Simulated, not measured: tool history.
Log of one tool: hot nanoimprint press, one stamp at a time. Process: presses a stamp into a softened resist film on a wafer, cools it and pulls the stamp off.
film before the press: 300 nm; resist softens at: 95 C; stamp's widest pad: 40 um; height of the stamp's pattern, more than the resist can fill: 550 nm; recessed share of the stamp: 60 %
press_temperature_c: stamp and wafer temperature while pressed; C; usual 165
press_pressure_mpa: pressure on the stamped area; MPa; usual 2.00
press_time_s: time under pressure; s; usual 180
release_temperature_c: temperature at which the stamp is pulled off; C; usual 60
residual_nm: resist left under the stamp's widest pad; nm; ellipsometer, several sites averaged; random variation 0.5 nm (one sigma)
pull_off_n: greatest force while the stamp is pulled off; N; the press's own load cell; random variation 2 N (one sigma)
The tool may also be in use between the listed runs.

Run 1, hour 0.0: usual settings. Result: residual_nm 128.0 nm, pull_off_n 200 N.
Run 2, hour 41.2: usual settings but press_temperature_c 170 C. Result: residual_nm 105.6 nm, pull_off_n 200 N.
Run 3, hour 69.9: usual settings but press_pressure_mpa 2.92 MPa. Result: residual_nm 110.0 nm, pull_off_n 203 N.
At hour 89.8: plate thermocouple calibrated.
Run 4, hour 102.4: usual settings but press_pressure_mpa 2.10 MPa. Result: residual_nm 121.6 nm, pull_off_n 197 N.
Run 5, hour 139.2: usual settings but press_pressure_mpa 2.10 MPa, release_temperature_c 63 C. Result: residual_nm 124.2 nm, pull_off_n 190 N.
Run 6, hour 172.8: usual settings but press_pressure_mpa 2.10 MPa, release_temperature_c 62 C. Result: residual_nm 123.5 nm, pull_off_n 196 N.
Run 7, hour 219.4: usual settings but release_temperature_c 62 C. Result: residual_nm 126.2 nm, pull_off_n 199 N.
Run 8, hour 246.9: usual settings but press_time_s 166 s. Result: residual_nm 131.3 nm, pull_off_n 203 N.
Run 9, hour 279.0: usual settings but press_temperature_c 174 C, press_time_s 166 s. Result: residual_nm 94.3 nm, pull_off_n 208 N.
Run 10, hour 325.4: usual settings but press_temperature_c 174 C, press_time_s 166 s. Result: residual_nm 94.3 nm, pull_off_n 213 N.
Run 11, hour 375.2: usual settings but press_temperature_c 172 C, press_time_s 166 s. Result: residual_nm 101.1 nm, pull_off_n 214 N.
Run 12, hour 416.2: usual settings but press_temperature_c 172 C, press_time_s 166 s. Result: residual_nm 102.5 nm, pull_off_n 212 N.
Run 13, hour 462.4: usual settings but press_temperature_c 172 C, press_time_s 166 s. Result: residual_nm 102.5 nm, pull_off_n 218 N.
Run 14, hour 498.8: usual settings but press_temperature_c 172 C, press_time_s 166 s. Result: residual_nm 103.1 nm, pull_off_n 217 N.
Run 15, hour 556.9: usual settings but press_temperature_c 172 C, press_time_s 166 s. Result: residual_nm 103.5 nm, pull_off_n 221 N.
Run 16, hour 586.7: usual settings but press_time_s 326 s, release_temperature_c 59 C. Result: residual_nm 101.7 nm, pull_off_n 228 N.
Run 17, hour 624.9: usual settings but press_temperature_c 155 C, press_pressure_mpa 1.52 MPa, press_time_s 269 s. Result: residual_nm 181.0 nm, pull_off_n 226 N.
At hour 654.8: plate thermocouple calibrated.
At hour 666.3: stamp cleaned and given a new release coat.
Run 18, hour 681.1: usual settings but press_temperature_c 155 C, press_pressure_mpa 1.52 MPa, press_time_s 269 s. Result: residual_nm 172.4 nm, pull_off_n 194 N.
Run 19, hour 720.0: usual settings but release_temperature_c 64 C. Result: residual_nm 126.0 nm, pull_off_n 179 N.
Run 20, hour 751.5: usual settings but release_temperature_c 64 C. Result: residual_nm 126.1 nm, pull_off_n 184 N.
Run 21, hour 786.8: usual settings but press_temperature_c 169 C, press_pressure_mpa 3.00 MPa, press_time_s 148 s, release_temperature_c 58 C. Result: residual_nm 99.6 nm, pull_off_n 213 N.
Run 22, hour 823.5: usual settings but press_temperature_c 169 C, press_pressure_mpa 1.96 MPa, press_time_s 258 s, release_temperature_c 54 C. Result: residual_nm 94.1 nm, pull_off_n 229 N.
Run 23, hour 867.0: usual settings but press_pressure_mpa 1.57 MPa, press_time_s 344 s. Result: residual_nm 106.3 nm, pull_off_n 203 N.
Run 24, hour 924.0: usual settings but press_temperature_c 157 C, press_pressure_mpa 1.57 MPa, press_time_s 344 s, release_temperature_c 53 C. Result: residual_nm 147.9 nm, pull_off_n 233 N.
Run 25, hour 956.0: usual settings but press_temperature_c 164 C, press_time_s 118 s, release_temperature_c 50 C. Result: residual_nm 156.7 nm, pull_off_n 250 N.
At hour 981.9: press's hydraulic seals changed and the load cell set to zero.
Run 26, hour 1015.7: usual settings but press_temperature_c 153 C, press_pressure_mpa 2.61 MPa, press_time_s 119 s. Result: residual_nm 201.7 nm, pull_off_n 214 N.
Run 27, hour 1045.8: usual settings but press_temperature_c 153 C, press_pressure_mpa 2.61 MPa, press_time_s 119 s. Result: residual_nm 202.1 nm, pull_off_n 215 N.
Run 28, hour 1106.4: usual settings but press_pressure_mpa 2.13 MPa, press_time_s 177 s. Result: residual_nm 123.3 nm, pull_off_n 212 N.
Run 29, hour 1152.3: usual settings but press_temperature_c 175 C, press_pressure_mpa 1.40 MPa, press_time_s 96 s. Result: residual_nm 132.5 nm, pull_off_n 216 N.
Run 30, hour 1213.3: usual settings but press_temperature_c 175 C, press_pressure_mpa 1.40 MPa, press_time_s 96 s. Result: residual_nm 133.5 nm, pull_off_n 220 N.

Some steps in residual_nm between neighbouring runs. How much of each would the tool show without its hidden state too (settings, what came in, random variation), and how much is left for the hidden state, with any gauge scatter that isn't in both results?
The hidden state here: true temperature over the reading, C; pressure that arrives at the usual setting, %; grip of the stamp's worn release coat, % over a new coat's; drift of the gauge itself on residual_nm, %; drift of the gauge itself on pull_off_n, %.
Run 3 -> 4: press_pressure_mpa 2.92 -> 2.10, plate thermocouple calibrated. residual_nm +11.6 nm: hidden state -3.4, all else +15.0.
Run 16 -> 17: press_temperature_c 165 -> 155, press_pressure_mpa 2.00 -> 1.52, press_time_s 326 -> 269, release_temperature_c 59 -> 60. residual_nm +79.3 nm: hidden state +2.9, all else +76.4.
Run 17 -> 18: plate thermocouple calibrated, stamp cleaned and given a new release coat. residual_nm -8.6 nm: hidden state -7.6, all else -1.0.
Run 18 -> 19: press_temperature_c 155 -> 165, press_pressure_mpa 1.52 -> 2.00, press_time_s 269 -> 180, release_temperature_c 60 -> 64. residual_nm -46.4 nm: hidden state +0.9, all else -47.3.
Run 27 -> 28: press_temperature_c 153 -> 165, press_pressure_mpa 2.61 -> 2.13, press_time_s 119 -> 177. residual_nm -78.8 nm: hidden state -0.3, all else -78.5.
